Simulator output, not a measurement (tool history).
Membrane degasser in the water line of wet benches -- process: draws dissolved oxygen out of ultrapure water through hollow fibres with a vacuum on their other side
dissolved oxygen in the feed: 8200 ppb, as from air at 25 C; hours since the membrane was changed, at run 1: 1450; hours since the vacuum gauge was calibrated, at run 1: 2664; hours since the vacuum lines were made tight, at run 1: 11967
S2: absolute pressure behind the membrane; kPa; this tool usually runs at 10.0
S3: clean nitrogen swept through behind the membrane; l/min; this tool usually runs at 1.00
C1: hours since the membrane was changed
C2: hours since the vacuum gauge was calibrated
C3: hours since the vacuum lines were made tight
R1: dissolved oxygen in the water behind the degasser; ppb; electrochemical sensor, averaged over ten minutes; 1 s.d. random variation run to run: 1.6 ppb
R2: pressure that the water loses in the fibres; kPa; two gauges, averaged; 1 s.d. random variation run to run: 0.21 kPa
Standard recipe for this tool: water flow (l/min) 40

{"run": 1, "hour": 0.0, "water flow (l/min)": 40, "S2": 10.0, "S3": 1.0, "C1": 1450, "C2": 2664, "C3": 11967, "R1": 523.9, "R2": 48.86}
{"run": 2, "hour": 48.8, "water flow (l/min)": 40, "S2": 11.9, "S3": 1.0, "C1": 1499, "C2": 2713, "C3": 12016, "R1": 658.0, "R2": 49.03}
{"run": 3, "hour": 104.7, "water flow (l/min)": 40, "S2": 11.9, "S3": 1.0, "C1": 1555, "C2": 2769, "C3": 12072, "R1": 657.1, "R2": 48.97}
{"run": 4, "hour": 186.6, "water flow (l/min)": 40, "S2": 6.8, "S3": 1.0, "C1": 1637, "C2": 2850, "C3": 12154, "R1": 286.8, "R2": 49.12}
{"run": 5, "hour": 243.9, "water flow (l/min)": 40, "S2": 10.0, "S3": 1.0, "C1": 1694, "C2": 2908, "C3": 12211, "R1": 523.2, "R2": 48.87}
{"run": 6, "hour": 324.1, "water flow (l/min)": 40, "S2": 10.0, "S3": 1.0, "C1": 1774, "C2": 2988, "C3": 12291, "R1": 520.4, "R2": 49.09}
{"run": 7, "hour": 380.7, "water flow (l/min)": 40, "S2": 10.0, "S3": 1.0, "C1": 1831, "C2": 3044, "C3": 12348, "R1": 522.6, "R2": 48.95}
{"run": 8, "hour": 433.7, "water flow (l/min)": 40, "S2": 10.0, "S3": 1.0, "C1": 1884, "C2": 3097, "C3": 12401, "R1": 521.6, "R2": 48.89}
{"run": 9, "hour": 485.0, "water flow (l/min)": 40, "S2": 10.0, "S3": 1.0, "C1": 1935, "C2": 3149, "C3": 12452, "R1": 522.3, "R2": 49.18}
{"hour": 531.8, "done": "seals of the vacuum lines changed"}
{"run": 10, "hour": 574.0, "water flow (l/min)": 40, "S2": 10.0, "S3": 1.5, "C1": 2022, "C2": 3236, "C3": 42, "R1": 378.3, "R2": 48.93}
{"run": 11, "hour": 615.7, "water flow (l/min)": 40, "S2": 10.0, "S3": 1.5, "C1": 2064, "C2": 3278, "C3": 84, "R1": 379.3, "R2": 48.59}
{"run": 12, "hour": 666.4, "water flow (l/min)": 40, "S2": 10.0, "S3": 0.46, "C1": 2115, "C2": 3328, "C3": 135, "R1": 892.6, "R2": 49.13}
{"run": 13, "hour": 752.2, "water flow (l/min)": 40, "S2": 10.0, "S3": 0.46, "C1": 2201, "C2": 3414, "C3": 220, "R1": 895.1, "R2": 48.67}
{"run": 14, "hour": 848.7, "water flow (l/min)": 40, "S2": 10.0, "S3": 1.0, "C1": 2297, "C2": 3511, "C3": 317, "R1": 523.5, "R2": 48.67}
{"run": 15, "hour": 944.6, "water flow (l/min)": 40, "S2": 10.0, "S3": 1.41, "C1": 2393, "C2": 3606, "C3": 413, "R1": 398.8, "R2": 49.04}
{"run": 16, "hour": 1003.4, "water flow (l/min)": 40, "S2": 10.0, "S3": 1.41, "C1": 2452, "C2": 3665, "C3": 472, "R1": 398.2, "R2": 48.87}
{"run": 17, "hour": 1070.2, "water flow (l/min)": 40, "S2": 10.0, "S3": 1.41, "C1": 2519, "C2": 3732, "C3": 538, "R1": 398.9, "R2": 49.27}
{"run": 18, "hour": 1155.0, "water flow (l/min)": 40, "S2": 10.0, "S3": 1.41, "C1": 2603, "C2": 3817, "C3": 623, "R1": 399.9, "R2": 49.15}
{"run": 19, "hour": 1244.3, "water flow (l/min)": 28, "S2": 8.4, "S3": 1.0, "C1": 2693, "C2": 3906, "C3": 713, "R1": 303.5, "R2": 34.09}
{"run": 20, "hour": 1326.8, "water flow (l/min)": 40, "S2": 16.4, "S3": 1.0, "C1": 2775, "C2": 3989, "C3": 795, "R1": 955.8, "R2": 49.37}
{"run": 21, "hour": 1426.2, "water flow (l/min)": 42, "S2": 10.8, "S3": 1.0, "C1": 2875, "C2": 4088, "C3": 894, "R1": 600.2, "R2": 51.43}
{"run": 22, "hour": 1512.7, "water flow (l/min)": 40, "S2": 10.0, "S3": 0.65, "C1": 2961, "C2": 4175, "C3": 981, "R1": 713.6, "R2": 48.91}
{"run": 23, "hour": 1559.5, "water flow (l/min)": 40, "S2": 10.0, "S3": 0.65, "C1": 3008, "C2": 4221, "C3": 1028, "R1": 713.7, "R2": 49.6}
{"run": 24, "hour": 1659.7, "water flow (l/min)": 39, "S2": 16.2, "S3": 1.12, "C1": 3108, "C2": 4322, "C3": 1128, "R1": 855.9, "R2": 47.36}
{"run": 25, "hour": 1726.9, "water flow (l/min)": 62, "S2": 8.6, "S3": 1.12, "C1": 3175, "C2": 4389, "C3": 1195, "R1": 544.5, "R2": 76.16}
{"run": 26, "hour": 1822.2, "water flow (l/min)": 40, "S2": 8.6, "S3": 0.57, "C1": 3271, "C2": 4484, "C3": 1290, "R1": 630.0, "R2": 49.09}
{"run": 27, "hour": 1899.3, "water flow (l/min)": 32, "S2": 11.3, "S3": 1.45, "C1": 3348, "C2": 4561, "C3": 1368, "R1": 381.6, "R2": 39.08}
{"run": 28, "hour": 1949.1, "water flow (l/min)": 40, "S2": 7.6, "S3": 1.0, "C1": 3397, "C2": 4611, "C3": 1417, "R1": 348.3, "R2": 49.33}
{"run": 29, "hour": 2026.5, "water flow (l/min)": 40, "S2": 9.5, "S3": 0.46, "C1": 3475, "C2": 4688, "C3": 1495, "R1": 832.8, "R2": 48.85}
{"run": 30, "hour": 2124.7, "water flow (l/min)": 27, "S2": 9.5, "S3": 0.46, "C1": 3573, "C2": 4787, "C3": 1593, "R1": 641.2, "R2": 32.97}
{"run": 31, "hour": 2207.9, "water flow (l/min)": 34, "S2": 19.2, "S3": 1.0, "C1": 3656, "C2": 4870, "C3": 1676, "R1": 1013.7, "R2": 41.83}
{"run": 32, "hour": 2267.4, "water flow (l/min)": 62, "S2": 8.1, "S3": 0.63, "C1": 3716, "C2": 4929, "C3": 1736, "R1": 718.6, "R2": 75.99}

Hidden condition of the tool, last listed run before each entry between runs versus first listed run after:
Run 9 -> run 10: seals of the vacuum lines changed (hour 531.8)
  air that leaks in behind the membrane, l/min: 0.0021 -> 0.002

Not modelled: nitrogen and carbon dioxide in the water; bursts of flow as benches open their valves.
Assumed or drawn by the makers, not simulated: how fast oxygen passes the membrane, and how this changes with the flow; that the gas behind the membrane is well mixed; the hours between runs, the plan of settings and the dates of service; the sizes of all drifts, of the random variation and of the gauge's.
